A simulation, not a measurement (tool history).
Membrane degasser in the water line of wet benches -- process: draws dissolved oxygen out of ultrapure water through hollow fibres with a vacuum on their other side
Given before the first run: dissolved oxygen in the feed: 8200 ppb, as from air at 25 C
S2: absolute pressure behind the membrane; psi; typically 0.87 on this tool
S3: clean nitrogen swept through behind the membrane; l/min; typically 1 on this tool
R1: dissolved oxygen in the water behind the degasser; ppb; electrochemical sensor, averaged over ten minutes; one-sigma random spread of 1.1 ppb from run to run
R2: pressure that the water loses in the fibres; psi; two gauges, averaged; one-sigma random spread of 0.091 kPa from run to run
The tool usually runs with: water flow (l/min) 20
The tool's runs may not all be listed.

{"run": 1, "day": 0.0, "water flow (l/min)": 20, "S2": 0.87, "S3": 1, "R1": 171, "R2": 5.06}
{"run": 2, "day": 2.775, "water flow (l/min)": 20, "S2": 1.771, "S3": 1, "R1": 429.1, "R2": 5.079}
{"run": 3, "day": 6.625, "water flow (l/min)": 20, "S2": 0.87, "S3": 1.16, "R1": 155.6, "R2": 5.063}
{"run": 4, "day": 10.279, "water flow (l/min)": 20, "S2": 0.87, "S3": 1.16, "R1": 158.6, "R2": 5.055}
{"run": 5, "day": 12.517, "water flow (l/min)": 20, "S2": 0.87, "S3": 0.47, "R1": 279.5, "R2": 5.034}
{"run": 6, "day": 16.583, "water flow (l/min)": 20, "S2": 0.87, "S3": 0.47, "R1": 279.8, "R2": 5.037}
{"run": 7, "day": 19.525, "water flow (l/min)": 20, "S2": 0.87, "S3": 1, "R1": 173.9, "R2": 5.046}
{"run": 8, "day": 22.467, "water flow (l/min)": 20, "S2": 0.87, "S3": 1, "R1": 170.7, "R2": 5.047}
{"run": 9, "day": 26.321, "water flow (l/min)": 20, "S2": 0.667, "S3": 1, "R1": 110.1, "R2": 5.052}
{"run": 10, "day": 29.092, "water flow (l/min)": 20, "S2": 0.667, "S3": 1, "R1": 111.4, "R2": 5.052}
{"run": 11, "day": 32.862, "water flow (l/min)": 20, "S2": 0.667, "S3": 1, "R1": 112.5, "R2": 5.042}
{"run": 12, "day": 34.704, "water flow (l/min)": 20, "S2": 0.87, "S3": 1, "R1": 175.3, "R2": 5.023}
{"run": 13, "day": 38.396, "water flow (l/min)": 20, "S2": 0.87, "S3": 1, "R1": 173.4, "R2": 5.02}
{"run": 14, "day": 40.117, "water flow (l/min)": 20, "S2": 0.87, "S3": 1, "R1": 171.6, "R2": 5.014}
{"run": 15, "day": 43.775, "water flow (l/min)": 20, "S2": 0.87, "S3": 1, "R1": 170.6, "R2": 5.037}
{"run": 16, "day": 46.254, "water flow (l/min)": 20, "S2": 0.87, "S3": 1, "R1": 170.9, "R2": 5.024}
{"run": 17, "day": 48.0, "water flow (l/min)": 20, "S2": 0.87, "S3": 1, "R1": 171, "R2": 5.011}
{"run": 18, "day": 51.846, "water flow (l/min)": 20, "S2": 0.547, "S3": 2.16, "R1": 62.4, "R2": 5.021}
{"run": 19, "day": 54.929, "water flow (l/min)": 20, "S2": 0.547, "S3": 2.16, "R1": 62.4, "R2": 4.998}
{"run": 20, "day": 58.342, "water flow (l/min)": 19, "S2": 0.877, "S3": 0.83, "R1": 185.8, "R2": 4.767}
{"run": 21, "day": 61.812, "water flow (l/min)": 20, "S2": 0.629, "S3": 1, "R1": 100.3, "R2": 5.02}
{"run": 22, "day": 63.754, "water flow (l/min)": 20, "S2": 0.629, "S3": 1, "R1": 100.2, "R2": 5.005}
{"run": 23, "day": 67.562, "water flow (l/min)": 20, "S2": 0.629, "S3": 1, "R1": 101.9, "R2": 5.001}
{"run": 24, "day": 71.175, "water flow (l/min)": 16, "S2": 1.965, "S3": 1, "R1": 395.4, "R2": 4.009}
{"run": 25, "day": 73.246, "water flow (l/min)": 19, "S2": 0.524, "S3": 0.72, "R1": 69.6, "R2": 4.75}
{"run": 26, "day": 76.125, "water flow (l/min)": 19, "S2": 0.811, "S3": 1.05, "R1": 142.2, "R2": 4.756}
{"run": 27, "day": 80.025, "water flow (l/min)": 13, "S2": 0.833, "S3": 1.05, "R1": 93.3, "R2": 3.25}
{"run": 28, "day": 82.275, "water flow (l/min)": 27, "S2": 1.585, "S3": 2.5, "R1": 272.4, "R2": 6.74}
{"run": 29, "day": 85.946, "water flow (l/min)": 27, "S2": 1.585, "S3": 2.5, "R1": 272.7, "R2": 6.727}
{"run": 30, "day": 88.204, "water flow (l/min)": 20, "S2": 1.008, "S3": 1, "R1": 211.8, "R2": 4.992}
{"run": 31, "day": 90.846, "water flow (l/min)": 20, "S2": 1.008, "S3": 1, "R1": 211.3, "R2": 4.97}
{"run": 32, "day": 94.658, "water flow (l/min)": 19, "S2": 0.701, "S3": 1.87, "R1": 84.3, "R2": 4.811}
{"run": 33, "day": 96.383, "water flow (l/min)": 29, "S2": 1.197, "S3": 1.69, "R1": 286.6, "R2": 7.337}

Missing from the log above: 2 entries noted between runs. For each, name the pair of listed runs it sits between and say how the tool's hidden condition differs from the listed run just before to the listed run just after:
Runs 23 to 24: seals of the vacuum lines changed (day 68.429)
  air that leaks in behind the membrane, l/min: 0.0021 -> 0.002; drift of the gauge itself on loss_of_pressure_kpa, %: -1.03 -> -1.08
  measured minus no-state result, R2: -0.052 -> -0.044 psi
Runs 31 to 32: gauge calibrated (day 94.508)
  drift of the gauge itself on loss_of_pressure_kpa, %: -1.38 -> 0
  measured minus no-state result, R2: -0.07 -> +0 psi
